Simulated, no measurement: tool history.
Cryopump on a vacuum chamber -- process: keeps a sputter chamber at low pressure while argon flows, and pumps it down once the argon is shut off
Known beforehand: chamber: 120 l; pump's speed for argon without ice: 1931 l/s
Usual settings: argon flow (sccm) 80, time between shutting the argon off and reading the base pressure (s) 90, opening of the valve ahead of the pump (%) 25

run,hour,argon flow (sccm),time between shutting the argon off and reading the base pressure (s),opening of the valve ahead of the pump (%),pressure while argon flows (Pa),pressure after the wait (uPa)
1,0,80,90,25,0.2834,1.14
2,14.9,80,90,18,0.3912,1.11
3,27,80,90,25,0.2836,1.17
4,39.1,80,90,25,0.2835,1.18
5,56.3,74,90,25,0.2612,1.15
6,71.1,80,90,25,0.2808,1.2
7,85.4,40,90,25,0.1412,1.15
8,106.3,40,90,25,0.1418,1.19
9,123.4,80,66,57,0.1275,1.34
10,135.2,100,90,25,0.3539,1.23
11,156.2,150,90,25,0.5346,1.26
12,174.1,155,159,51,0.2745,1.1
13,193.2,155,159,51,0.2774,1.17

Below are 4 alternative next runs, each starting from the tool's condition after run 13. Predict each:
A,202.5,80,90,52,?,?
B,202.5,48,90,25,?,?
C,202.5,89,27,51,?,?
D,202.5,155,27,51,?,?

run,pressure while argon flows (Pa),pressure after the wait (uPa)
A,0.1406,1.32
B,0.1725,1.27
C,0.1602,2.06
D,0.2793,2.03
Without the tool's hidden state the same runs would have given:
run,pressure while argon flows (Pa),pressure after the wait (uPa)
A,0.1346,0.51
B,0.1688,0.47
C,0.1535,1.26
D,0.2676,1.24
